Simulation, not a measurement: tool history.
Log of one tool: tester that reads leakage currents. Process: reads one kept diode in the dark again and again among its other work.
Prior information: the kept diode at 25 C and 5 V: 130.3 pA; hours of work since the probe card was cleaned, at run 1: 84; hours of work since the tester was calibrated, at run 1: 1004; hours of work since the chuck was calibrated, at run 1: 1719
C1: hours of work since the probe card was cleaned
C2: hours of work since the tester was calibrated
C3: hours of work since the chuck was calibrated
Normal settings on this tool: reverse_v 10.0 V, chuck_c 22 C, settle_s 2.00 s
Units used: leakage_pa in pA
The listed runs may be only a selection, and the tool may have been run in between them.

run 1 hour=0.0 | reverse_v=10.0 chuck_c=22 settle_s=2.00 | C1=84 C2=1004 C3=1719 | leakage_pa=119.26
run 2 hour=29.9 | reverse_v=10.0 chuck_c=22 settle_s=2.00 | C1=101 C2=1021 C3=1736 | leakage_pa=118.81
-- hour=57.7 chuck's temperature calibrated
run 3 hour=64.6 | reverse_v=10.0 chuck_c=22 settle_s=6.98 | C1=120 C2=1039 C3=4 | leakage_pa=137.21
run 4 hour=133.2 | reverse_v=4.7 chuck_c=22 settle_s=6.98 | C1=159 C2=1078 C3=43 | leakage_pa=96.74
run 5 hour=168.6 | reverse_v=4.7 chuck_c=22 settle_s=6.98 | C1=179 C2=1098 C3=63 | leakage_pa=95.97
run 6 hour=235.4 | reverse_v=4.6 chuck_c=23 settle_s=2.00 | C1=216 C2=1136 C3=101 | leakage_pa=104.92
run 7 hour=300.3 | reverse_v=3.8 chuck_c=50 settle_s=7.33 | C1=253 C2=1173 C3=137 | leakage_pa=1063.66
run 8 hour=365.2 | reverse_v=3.8 chuck_c=50 settle_s=7.33 | C1=290 C2=1210 C3=174 | leakage_pa=1055.97
run 9 hour=413.0 | reverse_v=16.8 chuck_c=27 settle_s=3.29 | C1=317 C2=1237 C3=201 | leakage_pa=282.32
run 10 hour=446.8 | reverse_v=12.2 chuck_c=53 settle_s=2.51 | C1=336 C2=1256 C3=220 | leakage_pa=2327.13

Below are 4 alternative next runs, each starting from the tool's condition after run 10. Predict each:
run A hour=493.7 | reverse_v=11.6 chuck_c=53 settle_s=2.51 | C1=363 C2=1282 C3=247 | leakage_pa=?
run B hour=493.7 | reverse_v=10.0 chuck_c=30 settle_s=0.41 | C1=363 C2=1282 C3=247 | leakage_pa=?
run C hour=493.7 | reverse_v=11.8 chuck_c=30 settle_s=2.00 | C1=363 C2=1282 C3=247 | leakage_pa=?
run D hour=493.7 | reverse_v=10.0 chuck_c=33 settle_s=2.00 | C1=363 C2=1282 C3=247 | leakage_pa=?

run=A leakage_pa=2283.96
run=B leakage_pa=293.39
run=C leakage_pa=313.97
run=D leakage_pa=383.78
Take away the tool's hidden state, keep each run's random variation, and the runs would have read:
run=A leakage_pa=2288.69
run=B leakage_pa=293.20
run=C leakage_pa=313.64
run=D leakage_pa=383.90

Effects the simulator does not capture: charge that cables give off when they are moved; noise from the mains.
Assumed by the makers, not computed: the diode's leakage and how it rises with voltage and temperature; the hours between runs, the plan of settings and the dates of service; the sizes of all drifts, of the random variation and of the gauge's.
